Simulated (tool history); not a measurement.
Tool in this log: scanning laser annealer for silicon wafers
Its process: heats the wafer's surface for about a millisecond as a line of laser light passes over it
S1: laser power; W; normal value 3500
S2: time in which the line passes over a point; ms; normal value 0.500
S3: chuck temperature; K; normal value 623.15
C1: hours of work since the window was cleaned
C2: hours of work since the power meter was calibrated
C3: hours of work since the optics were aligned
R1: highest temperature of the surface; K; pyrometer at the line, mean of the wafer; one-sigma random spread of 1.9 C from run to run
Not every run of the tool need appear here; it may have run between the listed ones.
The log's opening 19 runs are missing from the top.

run	hour	S1	S2	S3	C1	C2	C3	R1
20	150.5	3500	0.509	652.15	235	213	1040	1469.15
21	161.7	3500	0.509	652.15	241	219	1046	1466.15
22	169.7	3500	0.564	623.15	245	223	1050	1466.15
23	175.6	3839	0.494	640.15	248	226	1053	1527.15
24	185.1	3537	0.388	620.15	253	231	1057	1346.15
25	192.2	3537	0.388	620.15	256	234	1061	1344.15
26	199.6	3141	0.602	623.15	260	238	1065	1405.15
# hour 205.4: optics aligned, line set to its width
27	213.9	3141	0.602	623.15	265	242	4	1397.15
28	223.2	3689	0.454	592.15	269	247	9	1405.15
29	230.1	3689	0.454	592.15	273	251	12	1405.15
30	240.3	3224	0.486	635.15	278	256	17	1359.15
31	250.0	3758	0.500	623.15	283	261	22	1486.15
32	261.1	3758	0.500	623.15	288	266	28	1485.15
33	267.9	3758	0.500	623.15	292	269	31	1484.15
# hour 274.0: optics aligned, line set to its width, once more
34	280.9	3198	0.491	590.15	296	273	3	1318.15
35	286.7	3500	0.611	625.15	299	276	6	1510.15
36	296.0	3709	0.500	636.15	303	281	11	1501.15
37	307.2	3709	0.500	636.15	309	287	17	1501.15
38	312.0	3709	0.500	636.15	311	289	19	1497.15
39	321.1	3555	0.500	638.15	316	294	24	1461.15
40	331.6	3605	0.500	585.15	321	299	29	1420.15
41	341.3	3605	0.500	585.15	326	304	34	1418.15

What if the next run were any one of these 4? Each begins from the tool's condition after run 41:
A	348.7	3810	0.500	646.15	330	307	37	?
B	348.7	2982	0.444	631.15	330	307	37	?
C	348.7	3065	0.604	630.15	330	307	37	?
D	348.7	3169	0.429	645.15	330	307	37	?

run	R1
A	1532.15
B	1279.15
C	1391.15
D	1325.15
With no hidden state in the tool, these same runs would have given:
run	R1
A	1562.15
B	1301.15
C	1417.15
D	1348.15
